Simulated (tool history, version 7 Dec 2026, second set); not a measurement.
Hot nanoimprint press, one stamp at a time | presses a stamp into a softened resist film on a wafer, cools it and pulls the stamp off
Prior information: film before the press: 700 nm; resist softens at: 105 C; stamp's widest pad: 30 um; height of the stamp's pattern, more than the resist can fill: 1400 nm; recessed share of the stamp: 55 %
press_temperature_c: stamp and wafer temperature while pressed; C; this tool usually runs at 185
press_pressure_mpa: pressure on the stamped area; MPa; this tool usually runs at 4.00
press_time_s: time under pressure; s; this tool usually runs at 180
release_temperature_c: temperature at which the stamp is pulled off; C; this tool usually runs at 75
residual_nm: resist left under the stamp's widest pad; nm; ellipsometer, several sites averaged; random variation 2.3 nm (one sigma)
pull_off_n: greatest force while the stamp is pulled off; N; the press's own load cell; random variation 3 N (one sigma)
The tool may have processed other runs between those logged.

run    day  press_temperature_c  press_pressure_mpa  press_time_s  release_temperature_c  residual_nm  pull_off_n
  1  0.000                  185                4.00           180                     75        375.2         201
  2  0.517                  185                4.00           180                     75        378.2         196
  3  0.942                  185                3.15           180                     75        409.7         195
  4  1.383                  185                4.00           180                     75        379.5         202
  5  1.921                  185                4.00           180                     75        375.2         202
  6  2.300                  185                4.00           180                     75        373.9         200
  7  3.029                  185                4.00           180                     62        375.0         277
  8  3.750                  185                4.00           180                     75        375.8         200
  9  4.300                  185                6.30           180                     75        317.9         205
 10  4.700                  186                6.24           360                     75        228.0         205
     4.904  -- plate thermocouple calibrated
 11  5.338                  192                6.24           360                     75        169.3         198
 12  5.812                  192                6.24           360                     75        170.5         207
 13  6.233                  192                6.24           360                     75        168.1         202
     6.475  -- plate thermocouple calibrated, once more
 14  6.717                  192                6.24           360                     75        180.3         218
 15  7.575                  192                6.24           360                     75        177.7         218
 16  8.092                  192                6.24           360                     75        176.8         211
 17  8.812                  194                6.24           360                     63        162.7         271
 18  9.604                  182                6.24           154                     78        390.2         196

How would selected steps in residual_nm from run to run divide? Give the signed amount a tool lacking its hidden state would still show from settings, what came in and random variation, and the signed amount left for the hidden state, including any gauge scatter that is not in both of the compared results.
Hidden conditions of the tool in this case: true temperature over the reading, C; pressure that arrives at the usual setting, %; grip of the stamp's worn release coat, % over a new coat's; drift of the gauge itself on residual_nm, %; drift of the gauge itself on pull_off_n, %.
Run 13 -> 14: plate thermocouple calibrated, once more. residual_nm +12.2 nm: hidden state +9.9, all else +2.3.
Run 17 -> 18: press_temperature_c 194 -> 182, press_time_s 360 -> 154, release_temperature_c 63 -> 78. residual_nm +227.5 nm: hidden state +2.2, all else +225.3.
